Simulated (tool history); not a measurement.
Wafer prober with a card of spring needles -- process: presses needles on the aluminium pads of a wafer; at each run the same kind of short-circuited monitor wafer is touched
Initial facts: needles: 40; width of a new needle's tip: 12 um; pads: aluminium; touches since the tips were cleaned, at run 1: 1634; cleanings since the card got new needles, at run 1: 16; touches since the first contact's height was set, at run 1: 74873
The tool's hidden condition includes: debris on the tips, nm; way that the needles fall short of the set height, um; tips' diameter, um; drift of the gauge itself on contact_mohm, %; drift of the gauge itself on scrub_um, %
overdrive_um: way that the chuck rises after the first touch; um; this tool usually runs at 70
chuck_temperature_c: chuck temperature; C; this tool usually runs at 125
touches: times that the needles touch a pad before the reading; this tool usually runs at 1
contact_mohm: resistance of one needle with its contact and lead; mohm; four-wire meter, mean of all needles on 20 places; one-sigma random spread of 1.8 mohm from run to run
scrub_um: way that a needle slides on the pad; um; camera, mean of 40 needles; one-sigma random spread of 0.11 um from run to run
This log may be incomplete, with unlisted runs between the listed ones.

| run | hour | overdrive_um | chuck_temperature_c | touches | touches since the tips were cleaned | cleanings since the card got new needles | touches since the first contact's height was set | contact_mohm | scrub_um |
|---|---|---|---|---|---|---|---|---|---|
| 1 | 0 | 70 | 125 | 1 | 1634 | 16 | 74873 | 193 | 12.38 |
| 2 | 3.8 | 70 | 125 | 1 | 3859 | 16 | 77098 | 201 | 12.45 |
|  | 4.7 | tips cleaned on abrasive film |
| 3 | 9.8 | 82 | 125 | 1 | 2992 | 17 | 80574 | 198 | 14.92 |
|  | 12.2 | tips cleaned on abrasive film |
| 4 | 15.5 | 70 | 125 | 1 | 1958 | 18 | 83885 | 198 | 12.5 |
|  | 19.2 | tips cleaned on abrasive film |
| 5 | 23.4 | 70 | 125 | 1 | 2457 | 19 | 88485 | 197 | 12.43 |
|  | 26.8 | tips cleaned on abrasive film |
| 6 | 29.9 | 70 | 125 | 1 | 1858 | 20 | 92297 | 196 | 12.5 |
|  | 34.3 | tips cleaned on abrasive film |
| 7 | 36.3 | 70 | 125 | 1 | 1136 | 21 | 95973 | 194 | 12.7 |
|  | 41.4 | tips cleaned on abrasive film |
| 8 | 45.6 | 70 | 26 | 1 | 2502 | 22 | 101449 | 186 | 12.39 |
|  | 48.8 | tips cleaned on abrasive film |
| 9 | 50.2 | 70 | 26 | 1 | 816 | 23 | 104063 | 174 | 12.46 |
| 10 | 54.2 | 70 | 125 | 1 | 3191 | 23 | 106438 | 204 | 12.52 |
|  | 56.2 | tips cleaned on abrasive film |
| 11 | 62.1 | 70 | 125 | 1 | 3455 | 24 | 111034 | 207 | 12.36 |
|  | 63.6 | tips cleaned on abrasive film |
| 12 | 68 | 70 | 125 | 1 | 2602 | 25 | 114469 | 204 | 12.44 |
|  | 71.1 | tips cleaned on abrasive film |
| 13 | 74.5 | 77 | 44 | 2 | 1966 | 26 | 118221 | 176 | 13.56 |
|  | 78.1 | tips cleaned on abrasive film |
| 14 | 82.2 | 70 | 125 | 2 | 2409 | 27 | 122730 | 194 | 12.25 |
|  | 85.2 | tips cleaned on abrasive film |
| 15 | 86.4 | 69 | 29 | 2 | 682 | 28 | 125131 | 171 | 12.19 |
|  | 92.3 | tips cleaned on abrasive film |
| 16 | 94.8 | 69 | 29 | 2 | 1494 | 29 | 130063 | 176 | 12.43 |
|  | 99.4 | tips cleaned on abrasive film |
| 17 | 102.2 | 69 | 31 | 2 | 1646 | 30 | 134367 | 173 | 12.28 |
|  | 106.6 | tips cleaned on abrasive film |
| 18 | 106.6 | 69 | 31 | 2 | 0 | 31 | 136874 | 168 | 12.14 |
| 19 | 110.8 | 69 | 31 | 2 | 2464 | 31 | 139338 | 180 | 12.08 |
|  | 113.8 | tips cleaned on abrasive film |
| 20 | 118.8 | 69 | 31 | 2 | 2998 | 32 | 144045 | 182 | 12.1 |
|  | 120.9 | tips cleaned on abrasive film |
| 21 | 126.3 | 69 | 31 | 2 | 3182 | 33 | 148385 | 183 | 12.17 |
|  | 128.4 | tips cleaned on abrasive film |
| 22 | 132.8 | 69 | 31 | 2 | 2575 | 34 | 152133 | 181 | 12.06 |
|  | 135.6 | tips cleaned on abrasive film |
| 23 | 140.4 | 60 | 44 | 1 | 2801 | 35 | 156572 | 200 | 10.23 |
|  | 142.7 | tips cleaned on abrasive film |
| 24 | 144.3 | 60 | 44 | 1 | 941 | 36 | 158814 | 185 | 10.51 |

Below are 4 alternative next runs, each starting from the tool's condition after run 24. Predict each:
|  | 150.2 | tips cleaned on abrasive film |
| A | 151.3 | 60 | 102 | 1 | 673 | 37 | 162925 | ? | ? |
|  | 150.2 | tips cleaned on abrasive film |
| B | 151.3 | 60 | 44 | 2 | 673 | 37 | 162925 | ? | ? |
|  | 150.2 | tips cleaned on abrasive film |
| C | 151.3 | 58 | 42 | 1 | 673 | 37 | 162925 | ? | ? |
|  | 150.2 | tips cleaned on abrasive film |
| D | 151.3 | 70 | 40 | 2 | 673 | 37 | 162925 | ? | ? |

| run | contact_mohm | scrub_um |
|---|---|---|
| A | 192 | 10.45 |
| B | 176 | 10.25 |
| C | 182 | 10.07 |
| D | 173 | 12.2 |
What these runs would have given with no unlogged condition in the tool:
| run | contact_mohm | scrub_um |
|---|---|---|
| A | 181 | 11.11 |
| B | 169 | 10.91 |
| C | 171 | 10.74 |
| D | 168 | 12.86 |
